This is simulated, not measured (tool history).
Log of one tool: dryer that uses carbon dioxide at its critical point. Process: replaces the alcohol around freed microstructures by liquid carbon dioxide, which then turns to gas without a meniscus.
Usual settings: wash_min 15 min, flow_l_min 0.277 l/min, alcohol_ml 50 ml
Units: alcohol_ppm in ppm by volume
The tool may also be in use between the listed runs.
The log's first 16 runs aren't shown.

| run | hour | wash_min | flow_l_min | alcohol_ml | alcohol_ppm |
|---|---|---|---|---|---|
| 17 | 552.9 | 15 | 0.443 | 50 | 68 |
| 18 | 575.4 | 15 | 0.248 | 50 | 644 |
| 19 | 605.2 | 15 | 0.248 | 50 | 665 |
| 20 | 640.8 | 15 | 0.248 | 94 | 1223 |
| 21 | 666.5 | 15 | 0.248 | 94 | 1241 |
| 22 | 703.4 | 15 | 0.248 | 94 | 1298 |
| 23 | 748.1 | 9 | 0.325 | 42 | 1680 |
| 24 | 781.5 | 13 | 0.29 | 42 | 599 |
| 25 | 812.4 | 9 | 0.328 | 98 | 3840 |
| 26 | 851.4 | 15 | 0.43 | 49 | 103 |
| 27 | 875.8 | 15 | 0.209 | 49 | 1582 |
| 28 | 908.3 | 15 | 0.209 | 49 | 1625 |
| 29 | 952.4 | 15 | 0.209 | 49 | 1627 |

Forecast run 30:
| 30 | 996.8 | 15 | 0.171 | 35 | ? |

alcohol_ppm: 2461 ppm by volume
Without the tool's hidden state the same run would have given alcohol_ppm 1726 ppm by volume.
